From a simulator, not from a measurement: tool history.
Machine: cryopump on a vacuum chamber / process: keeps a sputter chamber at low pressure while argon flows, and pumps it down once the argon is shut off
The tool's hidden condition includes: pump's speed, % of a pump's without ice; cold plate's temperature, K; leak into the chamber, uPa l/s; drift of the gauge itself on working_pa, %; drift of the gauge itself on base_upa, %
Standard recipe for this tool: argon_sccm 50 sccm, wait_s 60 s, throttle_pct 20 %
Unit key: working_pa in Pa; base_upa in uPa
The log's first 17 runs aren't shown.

| run | day | argon_sccm | wait_s | throttle_pct | hours of work since the pump was warmed up and emptied | hours of work since the cold head was overhauled | hours of work since the chamber's fittings were tightened | working_pa | base_upa |
|---|---|---|---|---|---|---|---|---|---|
| 18 | 9.275 | 22 | 256 | 36 | 73 | 629 | 2807 | 0.0739 | 1.39 |
| 19 | 10.108 | 40 | 256 | 31 | 89 | 645 | 2823 | 0.1589 | 1.36 |
| 20 | 10.808 | 50 | 243 | 20 | 103 | 659 | 2837 | 0.3027 | 1.38 |
| 21 | 11.396 | 50 | 243 | 20 | 115 | 670 | 2848 | 0.3074 | 1.39 |
| 22 | 12.129 | 50 | 243 | 20 | 129 | 685 | 2863 | 0.3061 | 1.42 |
| 23 | 12.929 | 50 | 243 | 20 | 145 | 700 | 2878 | 0.3067 | 1.45 |
| 24 | 13.612 | 50 | 243 | 20 | 158 | 714 | 2892 | 0.3083 | 1.44 |
| 25 | 14.138 | 50 | 243 | 20 | 169 | 724 | 2902 | 0.3079 | 1.40 |
| 26 | 14.483 | 50 | 243 | 34 | 175 | 731 | 2909 | 0.1849 | 1.42 |
| 27 | 14.817 | 24 | 60 | 52 | 182 | 737 | 2915 | 0.0588 | 1.88 |
| 28 | 15.200 | 24 | 35 | 18 | 190 | 745 | 2923 | 0.1640 | 2.41 |
| 29 | 15.592 | 88 | 35 | 18 | 197 | 753 | 2931 | 0.5998 | 2.39 |
| 30 | 16.208 | 35 | 60 | 47 | 209 | 765 | 2943 | 0.0954 | 1.99 |
| 31 | 17.021 | 35 | 60 | 40 | 225 | 781 | 2959 | 0.1102 | 1.96 |
| 32 | 17.525 | 35 | 80 | 22 | 235 | 791 | 2969 | 0.1961 | 1.85 |
| 33 | 18.029 | 44 | 80 | 21 | 245 | 801 | 2978 | 0.2621 | 1.82 |
| 34 | 18.567 | 50 | 35 | 58 | 256 | 811 | 2989 | 0.1120 | 2.46 |

Here are 3 independent what-if runs from the current tool condition. What would each one return?
| A | 19.246 | 50 | 98 | 36 | 269 | 825 | 3002 | ? | ? |
| B | 19.246 | 41 | 227 | 46 | 269 | 825 | 3002 | ? | ? |
| C | 19.246 | 48 | 60 | 20 | 269 | 825 | 3002 | ? | ? |

| run | working_pa | base_upa |
|---|---|---|
| A | 0.1758 | 1.77 |
| B | 0.1147 | 1.57 |
| C | 0.2991 | 2.04 |
Without the tool's hidden state the same runs would have given:
| run | working_pa | base_upa |
|---|---|---|
| A | 0.1672 | 0.60 |
| B | 0.1076 | 0.39 |
| C | 0.2908 | 0.83 |
